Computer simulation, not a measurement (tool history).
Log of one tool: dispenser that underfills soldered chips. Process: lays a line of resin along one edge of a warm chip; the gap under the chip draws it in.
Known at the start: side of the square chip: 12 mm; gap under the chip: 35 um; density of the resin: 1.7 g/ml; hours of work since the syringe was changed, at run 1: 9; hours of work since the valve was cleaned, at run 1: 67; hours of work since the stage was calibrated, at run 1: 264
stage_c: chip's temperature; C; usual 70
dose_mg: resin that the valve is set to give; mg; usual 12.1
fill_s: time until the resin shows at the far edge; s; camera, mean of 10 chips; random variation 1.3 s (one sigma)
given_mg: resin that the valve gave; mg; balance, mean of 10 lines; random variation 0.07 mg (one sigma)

| run | hour | stage_c | dose_mg | hours of work since the syringe was changed | hours of work since the valve was cleaned | hours of work since the stage was calibrated | fill_s | given_mg |
|---|---|---|---|---|---|---|---|---|
| 1 | 0 | 70 | 12.1 | 9 | 67 | 264 | 261.8 | 11.67 |
|  | 4.1 | new syringe of resin |
| 2 | 7.5 | 70 | 12.1 | 3 | 73 | 269 | 146.1 | 11.6 |
| 3 | 16.5 | 70 | 12.1 | 9 | 79 | 276 | 256.6 | 11.64 |
|  | 20.1 | new syringe of resin |
| 4 | 22.1 | 70 | 12.1 | 2 | 83 | 280 | 135.3 | 11.37 |
| 5 | 26.6 | 71 | 12.1 | 5 | 87 | 283 | 169.2 | 11.53 |
| 6 | 33.2 | 71 | 12.1 | 10 | 92 | 288 | 260.5 | 11.49 |
|  | 36.1 | new syringe of resin |
| 7 | 40.7 | 71 | 12.1 | 3 | 97 | 293 | 158.3 | 11.42 |
| 8 | 48.3 | 71 | 12.1 | 9 | 103 | 299 | 249.2 | 11.48 |
|  | 52.5 | new syringe of resin |
| 9 | 52.7 | 70 | 11.4 | 0 | 106 | 302 | 122.4 | 10.67 |
| 10 | 62.5 | 61 | 11.6 | 7 | 113 | 309 | 374.8 | 10.91 |
| 11 | 67.5 | 67 | 10.6 | 11 | 117 | 313 | 376.8 | 9.8 |
|  | 68.6 | new syringe of resin |
| 12 | 74.2 | 67 | 10.6 | 4 | 122 | 318 | 207 | 9.88 |
| 13 | 78.7 | 70 | 14.8 | 8 | 125 | 321 | 218.3 | 13.77 |
|  | 84.7 | new syringe of resin |
| 14 | 87 | 70 | 12.1 | 2 | 131 | 327 | 138 | 11.01 |
|  | 90.2 | dispensing valve cleaned and set on the balance |
| 15 | 94.7 | 62 | 11.4 | 7 | 3 | 332 | 329.1 | 11.49 |
| 16 | 100.5 | 78 | 12 | 11 | 8 | 337 | 201.7 | 11.89 |
|  | 102.1 | new syringe of resin |
| 17 | 110.7 | 62 | 15.5 | 6 | 15 | 344 | 310.9 | 15.3 |
| 18 | 115.6 | 68 | 10.9 | 10 | 19 | 348 | 318.2 | 10.77 |

Hidden state at the last listed run before each entry between runs and at the first one after, where it differs:
Between runs 1 and 2: new syringe of resin (hour 4.1)
  resin's viscosity, % of fresh resin's: 217.2 -> 121.9; dose that the valve gives, % of what is set: 96.25 -> 95.91; true chip temperature over the reading, C: 0.81 -> 0.83
  measured less the result without the state, fill_s: +137 -> +22 s; given_mg: -0.45 -> -0.49 mg
Between runs 3 and 4: new syringe of resin (hour 20.1)
  resin's viscosity, % of fresh resin's: 215.4 -> 111.4; dose that the valve gives, % of what is set: 95.48 -> 95.24; true chip temperature over the reading, C: 0.85 -> 0.86
  measured less the result without the state, fill_s: +133.5 -> +9.6 s; given_mg: -0.55 -> -0.57 mg
Between runs 6 and 7: new syringe of resin (hour 36.1)
  resin's viscosity, % of fresh resin's: 225.3 -> 135.9; dose that the valve gives, % of what is set: 94.73 -> 94.41; true chip temperature over the reading, C: 0.89 -> 0.91
  measured less the result without the state, fill_s: +140.7 -> +37.7 s; given_mg: -0.63 -> -0.68 mg
Between runs 8 and 9: new syringe of resin (hour 52.5)
  resin's viscosity, % of fresh resin's: 219.9 -> 100.7; dose that the valve gives, % of what is set: 94.06 -> 93.89; true chip temperature over the reading, C: 0.92 -> 0.93
  measured less the result without the state, fill_s: +131.8 -> -2.9 s; given_mg: -0.73 -> -0.69 mg
Between runs 11 and 12: new syringe of resin (hour 68.6)
  resin's viscosity, % of fresh resin's: 257.9 -> 141.1; dose that the valve gives, % of what is set: 93.23 -> 92.94; true chip temperature over the reading, C: 0.97 -> 0.98
  measured less the result without the state, fill_s: +227.1 -> +56.8 s; given_mg: -0.71 -> -0.75 mg
Between runs 13 and 14: new syringe of resin (hour 84.7)
  resin's viscosity, % of fresh resin's: 187.5 -> 115.6; dose that the valve gives, % of what is set: 92.75 -> 92.4; true chip temperature over the reading, C: 0.99 -> 1.01
  measured less the result without the state, fill_s: +96.5 -> +14.5 s; given_mg: -1.07 -> -0.92 mg
Between runs 14 and 15: dispensing valve cleaned and set on the balance (hour 90.2)
  resin's viscosity, % of fresh resin's: 115.6 -> 177; dose that the valve gives, % of what is set: 92.4 -> 99.75; true chip temperature over the reading, C: 1.01 -> 1.03
  measured less the result without the state, fill_s: +14.5 -> +132.6 s; given_mg: -0.92 -> -0.02 mg
Between runs 16 and 17: new syringe of resin (hour 102.1)
  resin's viscosity, % of fresh resin's: 256.1 -> 175; dose that the valve gives, % of what is set: 99.49 -> 99.05; true chip temperature over the reading, C: 1.05 -> 1.07
  measured less the result without the state, fill_s: +118.5 -> +122.6 s; given_mg: -0.07 -> -0.14 mg
